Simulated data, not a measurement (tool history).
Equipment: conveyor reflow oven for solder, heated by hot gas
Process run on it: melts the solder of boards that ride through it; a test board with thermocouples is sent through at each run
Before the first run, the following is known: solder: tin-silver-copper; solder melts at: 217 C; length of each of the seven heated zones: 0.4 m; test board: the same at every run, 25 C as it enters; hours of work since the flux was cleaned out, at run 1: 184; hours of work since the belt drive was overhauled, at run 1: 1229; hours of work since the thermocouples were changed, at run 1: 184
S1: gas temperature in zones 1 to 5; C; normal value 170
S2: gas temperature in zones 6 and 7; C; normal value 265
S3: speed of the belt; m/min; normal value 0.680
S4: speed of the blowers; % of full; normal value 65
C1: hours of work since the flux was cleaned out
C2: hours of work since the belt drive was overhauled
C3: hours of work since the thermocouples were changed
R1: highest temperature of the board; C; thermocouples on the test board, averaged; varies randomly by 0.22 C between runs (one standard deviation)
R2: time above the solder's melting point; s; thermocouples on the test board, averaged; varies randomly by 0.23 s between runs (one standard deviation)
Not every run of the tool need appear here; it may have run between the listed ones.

Run 1, hour 0.0: usual settings; C1 184; C2 1229; C3 184. Result: R1 242.5 C, R2 43.2 s.
Run 2, hour 61.3: usual settings; C1 216; C2 1261; C3 216. Result: R1 242.4 C, R2 42.7 s.
At hour 84.4: flux residue cleaned out of gas plates and filters.
Run 3, hour 125.7: usual settings but S3 0.787 m/min; C1 22; C2 1293; C3 248. Result: R1 238.5 C, R2 32.5 s.
Run 4, hour 170.1: usual settings but S3 0.787 m/min; C1 45; C2 1316; C3 271. Result: R1 238.2 C, R2 32.0 s.
Run 5, hour 225.2: usual settings but S4 84 % of full; C1 74; C2 1345; C3 300. Result: R1 248.5 C, R2 49.8 s.
Run 6, hour 271.3: usual settings; C1 98; C2 1369; C3 324. Result: R1 243.0 C, R2 44.0 s.
Run 7, hour 309.0: usual settings; C1 118; C2 1389; C3 344. Result: R1 242.9 C, R2 43.9 s.
Run 8, hour 381.6: usual settings; C1 157; C2 1427; C3 382. Result: R1 242.9 C, R2 43.0 s.
Run 9, hour 415.0: usual settings; C1 174; C2 1445; C3 400. Result: R1 242.4 C, R2 43.0 s.
Run 10, hour 461.8: usual settings; C1 199; C2 1470; C3 425. Result: R1 242.2 C, R2 43.0 s.
At hour 520.6: flux residue cleaned out of gas plates and filters.
Run 11, hour 547.6: usual settings but S1 175 C, S2 257 C, S3 0.733 m/min, S4 50 % of full; C1 14; C2 1512; C3 467. Result: R1 230.2 C, R2 25.6 s.
At hour 557.6: belt drive overhauled, speed set with a stopwatch.
Run 12, hour 602.9: usual settings but S2 264 C, S4 54 % of full; C1 41; C2 24; C3 494. Result: R1 239.0 C, R2 39.5 s.
Run 13, hour 665.6: usual settings but S1 161 C, S2 264 C, S3 0.722 m/min, S4 54 % of full; C1 74; C2 57; C3 527. Result: R1 233.6 C, R2 28.3 s.
Run 14, hour 715.0: usual settings but S2 273 C, S3 0.715 m/min; C1 100; C2 83; C3 553. Result: R1 247.5 C, R2 45.5 s.
Run 15, hour 783.6: usual settings but S1 160 C, S3 0.547 m/min; C1 137; C2 119; C3 590. Result: R1 248.1 C, R2 59.5 s.
Run 16, hour 857.0: usual settings but S1 169 C, S2 260 C, S3 0.543 m/min; C1 175; C2 158; C3 628. Result: R1 244.5 C, R2 60.3 s.
Run 17, hour 912.8: usual settings but S2 272 C, S3 0.559 m/min, S4 82 % of full; C1 205; C2 187; C3 658. Result: R1 257.9 C, R2 70.3 s.
At hour 956.5: flux residue cleaned out of gas plates and filters.
At hour 992.8: belt drive overhauled, speed set with a stopwatch, once more.
Run 18, hour 993.6: usual settings but S2 272 C, S3 0.559 m/min, S4 82 % of full; C1 17; C2 0; C3 695. Result: R1 259.0 C, R2 68.7 s.
Run 19, hour 1043.8: usual settings but S2 272 C, S3 0.559 m/min, S4 82 % of full; C1 44; C2 27; C3 722. Result: R1 258.5 C, R2 68.4 s.
Run 20, hour 1105.5: usual settings but S1 161 C, S2 258 C, S3 0.546 m/min, S4 82 % of full; C1 76; C2 59; C3 754. Result: R1 244.8 C, R2 57.1 s.

What if the next run were any one of these 3? Each begins from the tool's condition after run 20:
Run A, hour 1154.9: usual settings but S2 264 C, S3 0.673 m/min; C1 102; C2 85; C3 780. Result: R1 ?, R2 ?.
Run B, hour 1154.9: usual settings but S1 163 C, S2 266 C, S3 0.546 m/min, S4 82 % of full; C1 102; C2 85; C3 780. Result: R1 ?, R2 ?.
Run C, hour 1154.9: usual settings but S1 182 C, S2 275 C, S3 0.546 m/min, S4 58 % of full; C1 102; C2 85; C3 780. Result: R1 ?, R2 ?.

run     R1    R2
  A  241.2  41.5
  B  252.4  63.6
  C  257.2  73.1
The same runs, with their run-to-run variation unchanged, on a tool lacking any hidden condition would have given:
run     R1    R2
  A  243.9  44.2
  B  255.1  65.9
  C  259.7  74.8

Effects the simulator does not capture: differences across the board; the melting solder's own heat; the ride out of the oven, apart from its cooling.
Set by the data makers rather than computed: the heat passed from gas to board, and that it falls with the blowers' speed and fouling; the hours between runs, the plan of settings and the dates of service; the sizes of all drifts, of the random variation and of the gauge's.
